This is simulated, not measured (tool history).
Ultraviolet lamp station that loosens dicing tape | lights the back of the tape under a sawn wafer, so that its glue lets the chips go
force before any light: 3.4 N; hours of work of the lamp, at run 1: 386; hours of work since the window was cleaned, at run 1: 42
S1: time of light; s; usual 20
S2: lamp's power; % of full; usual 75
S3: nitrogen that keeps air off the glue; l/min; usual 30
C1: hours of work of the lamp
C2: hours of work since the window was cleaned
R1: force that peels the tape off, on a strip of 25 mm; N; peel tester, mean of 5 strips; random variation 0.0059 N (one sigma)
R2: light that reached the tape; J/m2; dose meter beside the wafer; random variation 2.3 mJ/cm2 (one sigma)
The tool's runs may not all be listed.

run   hour  S1  S2  S3   C1   C2     R1    R2
  1      0  20  75  30  386   42  0.298  1700
  2   54.3  20  75  30  420   77  0.326  1610
  3  104.1  20  75  12  452  108  0.642  1620
  4  136.2  20  75  12  472  129  0.671  1550
  5  160.1  20  75  12  487  144  0.695  1530
  6  190.3  20  75  12  506  163  0.727  1430
  7  227.4  20  75  12  530  187  0.745  1410
  8  270.8  20  75  12  558  214  0.809  1360
       288  -- window cleaned of glue's vapour
  9  295.2  31  92  36  573    5  0.113  2840
 10  329.5  31  92  36  595   26  0.113  2730
     357.6  -- lamp changed
 11  357.6  34  67  30    0   44  0.093  3530
 12  393.2  34  67  30   23   66  0.082  3390
 13  450.2  34  67  30   59  102  0.096  3310
 14  488.5  34  67  44   83  127  0.089  3180
 15  520.4  20  74  30  103  147  0.222  2040

Forecast each of these 3 alternatives for the next run:
  A  563.7  40  63  37  131  175   ?   ?
  B  563.7  30  74  30  131  175   ?   ?
  C  563.7  22  60  32  131  175   ?   ?

run     R1    R2
  A   0.09  3330
  B  0.105  2930
  C  0.279  1730
Without the tool's hidden state the same runs would have given:
run     R1    R2
  A   0.08  4070
  B  0.082  3590
  C  0.181  2120
